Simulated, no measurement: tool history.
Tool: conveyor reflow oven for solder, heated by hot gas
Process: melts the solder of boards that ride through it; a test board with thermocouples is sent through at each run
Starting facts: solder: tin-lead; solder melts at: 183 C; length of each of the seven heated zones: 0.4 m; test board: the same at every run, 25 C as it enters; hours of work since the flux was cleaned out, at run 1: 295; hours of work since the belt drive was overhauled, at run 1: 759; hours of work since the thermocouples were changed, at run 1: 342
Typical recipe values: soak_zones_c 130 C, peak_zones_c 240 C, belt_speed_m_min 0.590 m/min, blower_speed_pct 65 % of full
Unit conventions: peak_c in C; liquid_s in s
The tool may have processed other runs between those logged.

run	day	soak_zones_c	peak_zones_c	belt_speed_m_min	blower_speed_pct	hours of work since the flux was cleaned out	hours of work since the belt drive was overhauled	hours of work since the thermocouples were changed	peak_c	liquid_s
1	0.000	130	240	0.590	65	295	759	342	217.1	57.7
2	0.812	130	240	0.590	65	307	771	355	217.6	58.0
3	1.462	130	246	0.590	65	317	781	365	221.7	61.0
4	2.133	130	246	0.590	65	328	791	375	223.1	62.4
# day 2.483: flux residue cleaned out of gas plates and filters
5	2.708	130	240	0.590	65	3	797	381	220.5	61.6
6	3.421	130	240	0.590	65	14	808	392	221.2	61.8
7	3.929	130	240	0.557	65	22	816	399	224.4	66.6
8	4.400	130	240	0.590	65	29	823	407	220.7	61.7
9	4.879	130	240	0.590	65	37	830	414	221.6	61.7
10	5.379	130	240	0.590	65	44	838	422	221.9	61.3
11	6.167	130	240	0.590	65	57	850	434	220.5	61.6
12	6.946	130	240	0.590	65	69	862	446	220.3	60.2
13	7.304	135	240	0.590	65	74	868	451	221.8	64.5
# day 7.575: belt drive overhauled, speed set with a stopwatch
14	7.842	138	240	0.590	81	80	4	457	227.1	69.3
15	8.633	138	240	0.590	81	92	16	469	226.8	68.6
16	9.196	138	240	0.590	81	101	25	478	226.6	70.1
17	9.683	138	240	0.590	81	108	32	485	225.7	69.1
18	10.321	122	246	0.609	72	118	42	495	226.5	60.8
19	10.992	122	246	0.652	72	128	52	505	222.9	55.1
20	11.679	130	240	0.557	65	139	63	516	222.6	67.3
# day 12.288: belt drive overhauled, speed set with a stopwatch, once more
21	12.521	130	251	0.590	90	149	4	526	237.0	71.0
22	12.992	130	251	0.590	90	156	11	533	237.1	70.9
23	13.375	126	240	0.590	80	162	17	539	224.1	61.0
24	13.771	126	240	0.485	80	168	23	545	230.5	80.4
25	14.550	140	230	0.590	68	180	35	557	214.6	58.0

Measured minus without-hidden-state, run by run (identical run-to-run variation in each term; gauge scatter may differ):
Hidden state present: heat that the gas passes to the board, % of a clean oven's; belt's true speed, % of the reading; true gas temperature in zones 6 and 7 over the reading, C; drift of the gauge itself on peak_c, C; drift of the gauge itself on liquid_s, %.
run	peak_c	liquid_s
1	-2.4	-1.8
2	-2.5	-1.9
3	-2.8	-1.6
4	-2.8	-1.7
5	+1.3	+1.9
6	+1.2	+1.8
7	+1.2	+1.8
8	+1.1	+1.7
9	+1.1	+1.6
10	+1.0	+1.6
11	+0.9	+1.5
12	+0.9	+1.4
13	+0.8	+1.5
14	+0.8	+1.7
15	+0.7	+1.6
16	+0.7	+1.6
17	+0.6	+1.6
18	+0.4	+1.3
19	+0.2	+1.1
20	+0.5	+1.6
21	-0.6	-0.4
22	-0.7	-0.4
23	-0.7	-0.9
24	-0.1	-0.5
25	-0.4	-0.9

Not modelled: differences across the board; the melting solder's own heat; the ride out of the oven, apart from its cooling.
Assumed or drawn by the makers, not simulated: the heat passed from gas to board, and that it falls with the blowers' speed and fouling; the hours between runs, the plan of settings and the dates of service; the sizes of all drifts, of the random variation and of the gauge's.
